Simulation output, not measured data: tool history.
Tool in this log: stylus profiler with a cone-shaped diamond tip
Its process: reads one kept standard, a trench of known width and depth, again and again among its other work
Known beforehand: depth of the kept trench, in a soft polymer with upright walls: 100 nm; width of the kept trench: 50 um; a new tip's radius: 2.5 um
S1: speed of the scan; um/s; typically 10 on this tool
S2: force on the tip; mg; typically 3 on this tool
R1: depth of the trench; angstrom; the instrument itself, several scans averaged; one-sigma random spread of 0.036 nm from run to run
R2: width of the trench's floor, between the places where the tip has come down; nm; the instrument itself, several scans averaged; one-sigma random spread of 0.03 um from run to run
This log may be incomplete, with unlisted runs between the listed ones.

| run | hour | S1 | S2 | R1 | R2 |
|---|---|---|---|---|---|
| 1 | 0 | 10 | 3 | 1015.3 | 48460 |
| 2 | 73.4 | 22 | 3 | 1015.8 | 48340 |
| 3 | 159.8 | 38 | 3 | 1014.6 | 48270 |
| 4 | 222.1 | 10 | 3 | 1014.6 | 48380 |
| 5 | 287.7 | 10 | 3 | 1014.9 | 48280 |
| 6 | 348.9 | 10 | 3 | 1014.6 | 48330 |
| 7 | 402.4 | 10 | 7.15 | 1026.8 | 48320 |
| 8 | 458.5 | 10 | 7.15 | 1027.6 | 48310 |
| 9 | 508.3 | 10 | 7.15 | 1026.8 | 48240 |
| 10 | 590.4 | 10 | 7.15 | 1027.1 | 48200 |
| 11 | 673.1 | 10 | 4.11 | 1018.4 | 48200 |
| 12 | 740.1 | 10 | 4.11 | 1017.9 | 48120 |
| 13 | 806.1 | 10 | 4.11 | 1017.5 | 48150 |
| 14 | 846.2 | 10 | 4.11 | 1017.8 | 48050 |
| 15 | 914.4 | 10 | 4.11 | 1017.5 | 48110 |
| 16 | 1003.4 | 10 | 5.84 | 1022.6 | 48020 |
| 17 | 1067.8 | 10 | 5.84 | 1022.7 | 47960 |
| 18 | 1139.8 | 10 | 3 | 1014.4 | 47990 |
| 19 | 1194.2 | 10 | 3 | 1014.3 | 47980 |
| 20 | 1263.7 | 3 | 8.17 | 1028.4 | 47950 |
| 21 | 1313.3 | 4 | 2.17 | 1010.7 | 47900 |
| 22 | 1400.3 | 4 | 2.17 | 1010.6 | 47900 |
| 23 | 1464.2 | 34 | 1.03 | 1005.6 | 47600 |
| 24 | 1515.3 | 37 | 3.32 | 1014.7 | 47720 |
| 25 | 1560.7 | 37 | 3.32 | 1014.3 | 47760 |
| 26 | 1624.7 | 23 | 1.18 | 1005.9 | 47730 |
| 27 | 1669.6 | 23 | 1.18 | 1006.1 | 47650 |
| 28 | 1730 | 12 | 3 | 1012.6 | 47750 |
| 29 | 1804.5 | 23 | 2.31 | 1010.3 | 47700 |
| 30 | 1873.4 | 19 | 2.69 | 1012.9 | 47680 |
| 31 | 1911.1 | 19 | 2.69 | 1011.9 | 47660 |
| 32 | 1966.6 | 19 | 2.69 | 1012.4 | 47680 |
| 33 | 2030.5 | 3 | 2.82 | 1012.5 | 47720 |
| 34 | 2072.7 | 35 | 1.98 | 1009.2 | 47540 |
| 35 | 2138.3 | 3 | 2.39 | 1010.2 | 47660 |
| 36 | 2184 | 3 | 2.39 | 1010.2 | 47670 |
| 37 | 2228.2 | 7 | 1.19 | 1005.6 | 47620 |

Each row is a separate what-if for the run after 37, all from the same tool condition, not one after another. Results?
| A | 2271.1 | 10 | 1.19 | ? | ? |
| B | 2271.1 | 12 | 3.07 | ? | ? |
| C | 2271.1 | 14 | 3 | ? | ? |
| D | 2271.1 | 7 | 8.48 | ? | ? |

| run | R1 | R2 |
|---|---|---|
| A | 1005.3 | 47610 |
| B | 1012.7 | 47570 |
| C | 1012.8 | 47580 |
| D | 1027.3 | 47670 |
With no hidden state in the tool, these same runs would have given:
| run | R1 | R2 |
|---|---|---|
| A | 1008 | 48570 |
| B | 1015.4 | 48530 |
| C | 1015.5 | 48540 |
| D | 1030 | 48630 |
